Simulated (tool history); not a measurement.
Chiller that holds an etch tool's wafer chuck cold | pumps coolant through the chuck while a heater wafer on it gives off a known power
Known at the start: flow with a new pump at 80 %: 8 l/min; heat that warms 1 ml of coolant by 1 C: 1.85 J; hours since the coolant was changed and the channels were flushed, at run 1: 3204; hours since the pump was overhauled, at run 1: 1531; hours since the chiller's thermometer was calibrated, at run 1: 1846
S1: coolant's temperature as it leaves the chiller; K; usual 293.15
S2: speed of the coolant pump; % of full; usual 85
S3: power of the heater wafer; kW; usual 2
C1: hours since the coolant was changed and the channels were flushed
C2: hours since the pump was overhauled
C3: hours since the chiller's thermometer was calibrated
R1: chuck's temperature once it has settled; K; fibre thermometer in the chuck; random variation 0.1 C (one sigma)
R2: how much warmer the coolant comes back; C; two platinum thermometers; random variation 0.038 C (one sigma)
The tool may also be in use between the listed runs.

Run 1, hour 0: usual settings; C1 3204; C2 1531; C3 1846. Result: R1 310.45 K, R2 7.74 C.
Run 2, hour 202.7: usual settings but S2 60 % of full; C1 3407; C2 1733; C3 2049. Result: R1 316.55 K, R2 11.12 C.
Run 3, hour 349.8: usual settings but S2 60 % of full; C1 3554; C2 1880; C3 2196. Result: R1 316.65 K, R2 11.08 C.
Run 4, hour 510.7: usual settings but S2 60 % of full; C1 3715; C2 2041; C3 2357. Result: R1 316.85 K, R2 11.12 C.
Run 5, hour 728.5: usual settings but S2 60 % of full; C1 3932; C2 2259; C3 2575. Result: R1 316.75 K, R2 11.1 C.
Run 6, hour 922.8: usual settings; C1 4127; C2 2453; C3 2769. Result: R1 311.05 K, R2 7.88 C.
Run 7, hour 1019.9: usual settings; C1 4224; C2 2551; C3 2866. Result: R1 310.95 K, R2 7.79 C.
Run 8, hour 1250.7: usual settings; C1 4455; C2 2781; C3 3097. Result: R1 311.25 K, R2 7.9 C.
Run 9, hour 1422.1: usual settings; C1 4626; C2 2953; C3 3269. Result: R1 311.45 K, R2 7.88 C.
Run 10, hour 1554.2: usual settings but S1 299.15 K; C1 4758; C2 3085; C3 3401. Result: R1 317.45 K, R2 7.89 C.

Run 11 comes next. What will it give?
Run 11, hour 1725.5: usual settings but S1 299.15 K; C1 4929; C2 3256; C3 3572. Result: R1 ?, R2 ?.

R1: 317.55 K
R2: 7.99 C
Without the tool's hidden state the same run would have given R1 315.55 K, R2 7.66 C.
